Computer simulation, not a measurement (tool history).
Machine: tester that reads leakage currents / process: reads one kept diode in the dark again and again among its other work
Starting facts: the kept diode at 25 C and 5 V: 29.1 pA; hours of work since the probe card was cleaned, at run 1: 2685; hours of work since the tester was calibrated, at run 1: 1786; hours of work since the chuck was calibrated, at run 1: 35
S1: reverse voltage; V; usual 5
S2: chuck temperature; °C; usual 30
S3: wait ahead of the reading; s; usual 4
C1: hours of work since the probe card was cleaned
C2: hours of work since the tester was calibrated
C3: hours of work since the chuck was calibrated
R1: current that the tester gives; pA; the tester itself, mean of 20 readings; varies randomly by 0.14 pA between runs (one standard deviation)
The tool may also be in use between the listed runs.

| run | hour | S1 | S2 | S3 | C1 | C2 | C3 | R1 |
|---|---|---|---|---|---|---|---|---|
| 1 | 0 | 5 | 30 | 4 | 2685 | 1786 | 35 | 50.27 |
| 2 | 100.3 | 5 | 30 | 4 | 2753 | 1854 | 102 | 51.02 |
| 3 | 209.2 | 5 | 26 | 4 | 2826 | 1927 | 176 | 38.34 |
| 4 | 315.5 | 5 | 23 | 4 | 2898 | 1999 | 248 | 31.18 |
| 5 | 493.1 | 5 | 23 | 4 | 3018 | 2120 | 368 | 31.7 |
| 6 | 629 | 5 | 30 | 4 | 3110 | 2211 | 460 | 53.66 |
| 7 | 808.6 | 5 | 30 | 4 | 3232 | 2333 | 582 | 54.34 |
| 8 | 899.5 | 5 | 30 | 4 | 3293 | 2395 | 643 | 54.96 |
|  | 911.7 | probe card cleaned and baked |
| 9 | 1059.7 | 5 | 30 | 4 | 100 | 2501 | 750 | 48.94 |
| 10 | 1219.3 | 1.24 | 30 | 4 | 208 | 2609 | 858 | 31.13 |
| 11 | 1356.3 | 5 | 30 | 4 | 301 | 2702 | 950 | 50.5 |
|  | 1375 | tester calibrated |
| 12 | 1490.9 | 5 | 30 | 4 | 391 | 78 | 1040 | 51.41 |
| 13 | 1670.4 | 5 | 30 | 4 | 512 | 200 | 1162 | 52.61 |
| 14 | 1853.2 | 13.47 | 21 | 0.41 | 636 | 324 | 1285 | 38.62 |
|  | 1937 | chuck's temperature calibrated |
| 15 | 1981.3 | 15.55 | 32 | 1.21 | 721 | 409 | 30 | 83.43 |
| 16 | 2128.5 | 3.13 | 41 | 8.14 | 821 | 509 | 130 | 98.39 |
|  | 2187.7 | tester calibrated, once more |
| 17 | 2319 | 7.96 | 42 | 8.14 | 948 | 89 | 257 | 146.87 |
| 18 | 2405.9 | 7.96 | 42 | 8.14 | 1007 | 148 | 316 | 147.86 |
| 19 | 2581 | 4.6 | 54 | 1.75 | 1126 | 266 | 434 | 306.92 |
| 20 | 2730.1 | 4.6 | 54 | 1.75 | 1227 | 367 | 535 | 308.19 |
| 21 | 2838.9 | 4.6 | 44 | 1.17 | 1300 | 441 | 609 | 148.67 |
| 22 | 2922.8 | 11.98 | 31 | 1.17 | 1357 | 497 | 666 | 78.35 |
| 23 | 3087 | 13.29 | 30 | 4 | 1468 | 609 | 777 | 76.62 |
| 24 | 3234.8 | 13.29 | 30 | 4 | 1568 | 709 | 877 | 78.56 |
| 25 | 3325.9 | 5 | 30 | 1.21 | 1630 | 770 | 939 | 53.98 |

Consider 5 possible next runs. They are alternatives, not a sequence: every one starts from the tool as it was left by run 25. What does each give?
| A | 3470.4 | 4.87 | 23 | 4.17 | 1728 | 868 | 1036 | ? |
| B | 3470.4 | 5 | 36 | 1.21 | 1728 | 868 | 1036 | ? |
| C | 3470.4 | 4.33 | 30 | 0.36 | 1728 | 868 | 1036 | ? |
| D | 3470.4 | 5 | 58 | 0.88 | 1728 | 868 | 1036 | ? |
| E | 3470.4 | 5 | 22 | 0.53 | 1728 | 868 | 1036 | ? |

| run | R1 |
|---|---|
| A | 31.4 |
| B | 87.93 |
| C | 52.36 |
| D | 446.55 |
| E | 29.82 |
Had the tool no hidden state, the same runs would have come out as:
| run | R1 |
|---|---|
| A | 24.4 |
| B | 74.77 |
| C | 43.48 |
| D | 399.08 |
| E | 22.96 |
